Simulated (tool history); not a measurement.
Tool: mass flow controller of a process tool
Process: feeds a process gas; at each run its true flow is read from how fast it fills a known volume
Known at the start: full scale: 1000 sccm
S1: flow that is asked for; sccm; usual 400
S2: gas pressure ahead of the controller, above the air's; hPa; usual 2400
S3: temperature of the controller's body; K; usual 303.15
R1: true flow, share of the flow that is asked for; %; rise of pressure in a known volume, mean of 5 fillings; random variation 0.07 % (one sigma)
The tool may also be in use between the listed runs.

run	hour	S1	S2	S3	R1
1	0.0	400	2400	303.15	98.38
2	422.9	400	2400	303.15	98.45
3	851.5	400	2400	303.15	98.37
4	1316.0	400	2400	311.15	98.73
5	1591.1	400	2400	311.15	98.67
6	1831.8	400	2400	311.15	98.77
7	2105.6	400	2400	311.15	98.63
8	2494.1	400	2400	303.15	98.48
9	2900.0	400	2400	303.15	98.55
10	3245.9	400	2400	303.15	98.43
11	3452.9	400	2400	303.15	98.52
12	3730.3	400	2400	303.15	98.55
13	4182.7	400	2400	303.15	98.68
14	4416.3	400	2400	307.15	98.60
15	4825.9	400	2400	307.15	98.72
16	5063.4	400	2400	307.15	98.65
17	5316.6	400	2370	303.15	98.66
18	5574.4	450	2400	303.15	98.78
19	5801.7	400	2400	303.15	98.67
20	6146.0	400	2400	303.15	98.67
21	6600.8	400	2400	303.15	98.66
22	6895.3	400	2400	303.15	98.69
23	7264.0	130	2400	303.15	96.26
24	7462.7	400	1900	303.15	98.30
25	7922.9	400	2090	294.15	98.35
26	8168.4	400	2090	294.15	98.28
27	8559.6	400	1450	302.15	98.13
28	8933.2	400	1650	301.15	98.24
29	9279.9	122	2460	307.15	96.18
30	9726.9	294	2460	307.15	98.18
31	10058.6	400	1470	303.15	98.30
32	10425.8	604	1710	296.15	99.02
33	10900.6	439	1860	312.15	98.80
34	11198.8	742	2400	305.15	100.18
35	11399.6	213	2580	306.15	97.62
36	11859.5	152	2330	301.15	96.41
37	12096.5	400	1610	296.15	98.14
38	12539.8	136	1940	302.15	95.87
39	12783.0	136	2740	302.15	96.17
40	13134.2	136	2320	302.15	95.94
# hour 13390.5: controller's zero set anew
41	13587.6	136	2320	302.15	98.83
42	13945.4	136	2320	302.15	98.76
43	14404.5	337	2390	293.15	99.24
44	14632.0	169	1690	305.15	98.57
45	14940.0	400	1560	295.15	99.22
46	15405.4	602	1470	303.15	100.07
47	15821.0	473	2500	299.15	100.09
48	16263.5	473	2500	299.15	100.07

Forecast each of these 3 alternatives for the next run:
A	16612.8	422	2740	301.15	?
B	16612.8	400	2520	303.15	?
C	16612.8	395	2000	299.15	?

run	R1
A	99.95
B	99.83
C	99.55
Without the tool's hidden state the same runs would have given:
run	R1
A	98.46
B	98.34
C	98.07

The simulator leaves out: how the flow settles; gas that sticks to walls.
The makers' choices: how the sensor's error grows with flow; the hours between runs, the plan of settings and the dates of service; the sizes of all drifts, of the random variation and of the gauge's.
